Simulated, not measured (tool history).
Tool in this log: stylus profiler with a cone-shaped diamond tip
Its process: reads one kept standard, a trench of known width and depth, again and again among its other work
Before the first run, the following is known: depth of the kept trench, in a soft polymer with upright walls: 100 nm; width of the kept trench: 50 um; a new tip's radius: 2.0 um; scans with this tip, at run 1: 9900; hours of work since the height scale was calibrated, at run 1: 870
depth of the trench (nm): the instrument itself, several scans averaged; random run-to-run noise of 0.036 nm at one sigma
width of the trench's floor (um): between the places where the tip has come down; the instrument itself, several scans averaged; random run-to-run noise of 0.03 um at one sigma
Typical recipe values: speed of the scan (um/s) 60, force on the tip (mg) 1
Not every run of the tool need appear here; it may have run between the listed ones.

| run | hour | speed of the scan (um/s) | force on the tip (mg) | scans with this tip | hours of work since the height scale was calibrated | depth of the trench (nm) | width of the trench's floor (um) |
|---|---|---|---|---|---|---|---|
| 1 | 0 | 60 | 1 | 9900 | 870 | 100.08 | 47.66 |
| 2 | 62.7 | 60 | 1 | 10220 | 898 | 99.96 | 47.67 |
|  | 73.4 | height scale calibrated on a step standard |
| 3 | 111.2 | 60 | 1 | 10465 | 17 | 99.77 | 47.58 |
| 4 | 139.5 | 60 | 1 | 10609 | 30 | 99.74 | 47.65 |
| 5 | 177.5 | 44 | 1 | 10803 | 47 | 99.71 | 47.71 |
| 6 | 215.1 | 60 | 0.75 | 10995 | 64 | 99.65 | 47.55 |
|  | 235.8 | height scale calibrated on a step standard, once more |
| 7 | 248.4 | 60 | 0.75 | 11162 | 6 | 100.33 | 47.55 |
| 8 | 302.4 | 60 | 1 | 11438 | 30 | 100.34 | 47.55 |
| 9 | 351.6 | 31 | 1 | 11688 | 52 | 100.36 | 47.73 |
| 10 | 398.6 | 60 | 1 | 11928 | 73 | 100.41 | 47.58 |
| 11 | 445.3 | 60 | 1 | 12166 | 94 | 100.33 | 47.56 |
| 12 | 482.1 | 60 | 1 | 12354 | 110 | 100.3 | 47.51 |
| 13 | 510.1 | 60 | 1 | 12497 | 123 | 100.33 | 47.46 |
| 14 | 564.7 | 60 | 1 | 12776 | 147 | 100.38 | 47.5 |
| 15 | 599.7 | 60 | 1 | 12954 | 163 | 100.36 | 47.51 |
|  | 607.8 | new tip fitted, height scale calibrated |
| 16 | 649.5 | 60 | 1 | 213 | 19 | 100.41 | 48.32 |
| 17 | 697.4 | 60 | 1 | 458 | 40 | 100.27 | 48.26 |
| 18 | 753.9 | 60 | 1.79 | 746 | 65 | 100.49 | 48.38 |
| 19 | 811.7 | 60 | 1.79 | 1041 | 91 | 100.44 | 48.39 |
| 20 | 859.3 | 60 | 1.79 | 1283 | 113 | 100.5 | 48.29 |
| 21 | 886.1 | 21 | 1 | 1420 | 125 | 100.36 | 48.53 |
| 22 | 933.7 | 21 | 1 | 1663 | 146 | 100.32 | 48.44 |
| 23 | 969.1 | 60 | 1.1 | 1844 | 162 | 100.38 | 48.17 |
| 24 | 1022.1 | 42 | 1.1 | 2114 | 186 | 100.31 | 48.31 |
| 25 | 1057.2 | 42 | 1.1 | 2293 | 201 | 100.32 | 48.3 |
| 26 | 1086.2 | 42 | 1.1 | 2441 | 214 | 100.26 | 48.26 |
| 27 | 1118 | 18 | 2.16 | 2603 | 229 | 100.49 | 48.45 |
| 28 | 1150.7 | 18 | 1.63 | 2770 | 243 | 100.38 | 48.48 |
| 29 | 1192.3 | 18 | 1.63 | 2982 | 262 | 100.32 | 48.4 |
| 30 | 1223.8 | 21 | 1.45 | 3143 | 276 | 100.33 | 48.37 |
| 31 | 1251.4 | 57 | 0.43 | 3284 | 288 | 100.08 | 47.86 |
| 32 | 1297.9 | 57 | 1.96 | 3521 | 309 | 100.44 | 48.12 |
| 33 | 1358.4 | 181 | 0.45 | 3829 | 336 | 100.04 | 46.54 |
| 34 | 1407.7 | 189 | 0.87 | 4081 | 359 | 100.14 | 46.99 |
| 35 | 1445.5 | 34 | 1.81 | 4274 | 375 | 100.3 | 48.25 |
| 36 | 1489.6 | 38 | 2.12 | 4499 | 395 | 100.39 | 48.23 |
| 37 | 1519.6 | 16 | 2.12 | 4652 | 409 | 100.35 | 48.35 |
| 38 | 1573.7 | 16 | 2.12 | 4928 | 433 | 100.42 | 48.26 |
| 39 | 1636.3 | 124 | 1 | 5247 | 461 | 100.15 | 47.43 |
| 40 | 1670.4 | 124 | 1 | 5421 | 476 | 100.13 | 47.43 |
| 41 | 1709.3 | 174 | 0.35 | 5619 | 494 | 99.98 | 46.22 |
| 42 | 1766.1 | 157 | 0.71 | 5909 | 519 | 99.95 | 46.94 |
| 43 | 1823.6 | 22 | 2.41 | 6202 | 545 | 100.35 | 48.17 |
| 44 | 1851.1 | 84 | 0.6 | 6343 | 557 | 99.96 | 47.54 |
| 45 | 1913.1 | 84 | 0.6 | 6659 | 585 | 99.99 | 47.44 |

Entry by entry between the runs, the difference in hidden state between the last listed run before and the first listed run after:
Between runs 2 and 3: height scale calibrated on a step standard (hour 73.4)
  radius of the tip, um: 4.72 -> 4.79; height scale over the true one, %: -0.379 -> -0.589
  measured value less the no-hidden-state value, depth of the trench (nm): -0.38 -> -0.59; width of the trench's floor (um): -0.69 -> -0.7
Between runs 6 and 7: height scale calibrated on a step standard, once more (hour 235.8)
  radius of the tip, um: 4.94 -> 4.98; height scale over the true one, %: -0.611 -> 0.03
  measured value less the no-hidden-state value, depth of the trench (nm): -0.61 -> +0.03; width of the trench's floor (um): -0.73 -> -0.74
Between runs 15 and 16: new tip fitted, height scale calibrated (hour 607.8)
  radius of the tip, um: 5.47 -> 2.03; height scale over the true one, %: -0.046 -> -0.003
  measured value less the no-hidden-state value, depth of the trench (nm): -0.04 -> +0; width of the trench's floor (um): -0.84 -> -0.01

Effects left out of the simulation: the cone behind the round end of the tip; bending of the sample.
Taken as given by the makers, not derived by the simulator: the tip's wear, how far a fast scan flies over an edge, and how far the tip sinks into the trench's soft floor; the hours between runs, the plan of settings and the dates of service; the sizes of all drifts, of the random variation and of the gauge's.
